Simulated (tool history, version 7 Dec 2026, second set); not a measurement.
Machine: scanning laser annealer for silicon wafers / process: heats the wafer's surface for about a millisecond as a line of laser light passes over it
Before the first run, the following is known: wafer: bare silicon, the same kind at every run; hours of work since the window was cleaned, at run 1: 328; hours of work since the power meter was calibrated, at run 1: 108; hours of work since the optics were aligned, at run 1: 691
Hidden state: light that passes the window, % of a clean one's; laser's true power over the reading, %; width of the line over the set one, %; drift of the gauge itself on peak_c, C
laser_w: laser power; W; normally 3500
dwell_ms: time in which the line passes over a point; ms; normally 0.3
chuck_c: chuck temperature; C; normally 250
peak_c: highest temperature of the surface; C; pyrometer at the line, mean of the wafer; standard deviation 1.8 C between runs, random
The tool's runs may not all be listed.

| run | day | laser_w | dwell_ms | chuck_c | hours of work since the window was cleaned | hours of work since the power meter was calibrated | hours of work since the optics were aligned | peak_c |
|---|---|---|---|---|---|---|---|---|
| 1 | 0 | 3500 | 0.3 | 250 | 328 | 108 | 691 | 979 |
| 2 | 0.442 | 3500 | 0.3 | 250 | 335 | 116 | 699 | 977 |
| 3 | 1.25 | 3704 | 0.3 | 250 | 349 | 129 | 712 | 1020 |
|  | 1.388 | window over the wafer cleaned |
| 4 | 2.058 | 3704 | 0.3 | 250 | 11 | 142 | 725 | 1060 |
| 5 | 2.488 | 3704 | 0.3 | 250 | 19 | 149 | 732 | 1058 |
| 6 | 2.854 | 3704 | 0.3 | 250 | 25 | 155 | 738 | 1057 |
| 7 | 3.4 | 3704 | 0.3 | 250 | 34 | 164 | 747 | 1057 |
| 8 | 4.079 | 3704 | 0.3 | 250 | 46 | 176 | 759 | 1057 |
| 9 | 4.783 | 3704 | 0.3 | 241 | 57 | 188 | 771 | 1047 |
| 10 | 5.504 | 3831 | 0.3 | 250 | 70 | 200 | 783 | 1081 |
| 11 | 5.967 | 3446 | 0.3 | 250 | 77 | 208 | 791 | 992 |
| 12 | 6.708 | 3446 | 0.3 | 250 | 90 | 220 | 803 | 991 |
| 13 | 7.583 | 3500 | 0.322 | 250 | 105 | 235 | 818 | 1023 |
| 14 | 8.342 | 3500 | 0.3 | 250 | 118 | 248 | 831 | 998 |
| 15 | 9.117 | 3031 | 0.3 | 250 | 131 | 261 | 844 | 893 |
| 16 | 9.575 | 3282 | 0.32 | 234 | 139 | 269 | 852 | 953 |
| 17 | 10.304 | 3370 | 0.214 | 235 | 151 | 281 | 864 | 852 |
| 18 | 10.917 | 3545 | 0.234 | 226 | 161 | 291 | 874 | 900 |
| 19 | 11.712 | 3500 | 0.268 | 278 | 175 | 305 | 888 | 984 |
| 20 | 12.408 | 3207 | 0.3 | 248 | 186 | 317 | 900 | 922 |
| 21 | 12.95 | 3207 | 0.3 | 248 | 196 | 326 | 909 | 921 |
| 22 | 13.575 | 3006 | 0.316 | 213 | 206 | 336 | 919 | 858 |
| 23 | 14.312 | 3392 | 0.276 | 287 | 219 | 349 | 932 | 971 |
| 24 | 15.192 | 3392 | 0.344 | 231 | 234 | 364 | 947 | 988 |
| 25 | 15.704 | 3669 | 0.288 | 250 | 242 | 372 | 956 | 1007 |
| 26 | 16.158 | 3669 | 0.288 | 250 | 250 | 380 | 963 | 1003 |
| 27 | 16.817 | 3768 | 0.256 | 276 | 261 | 391 | 974 | 1013 |
| 28 | 17.35 | 3768 | 0.283 | 276 | 270 | 400 | 983 | 1039 |
| 29 | 18.017 | 3500 | 0.27 | 278 | 281 | 412 | 995 | 969 |

Predict each of these 4 candidate next runs independently; none follows another, all start after run 29:
| A | 18.471 | 3500 | 0.32 | 241 | 289 | 419 | 1002 | ? |
| B | 18.471 | 3198 | 0.26 | 218 | 289 | 419 | 1002 | ? |
| C | 18.471 | 3500 | 0.269 | 250 | 289 | 419 | 1002 | ? |
| D | 18.471 | 3500 | 0.3 | 285 | 289 | 419 | 1002 | ? |

| run | peak_c |
|---|---|
| A | 989 |
| B | 834 |
| C | 941 |
| D | 1013 |
The same runs, with their run-to-run variation unchanged, on a tool lacking any hidden condition would have given:
| run | peak_c |
|---|---|
| A | 1047 |
| B | 881 |
| C | 994 |
| D | 1069 |
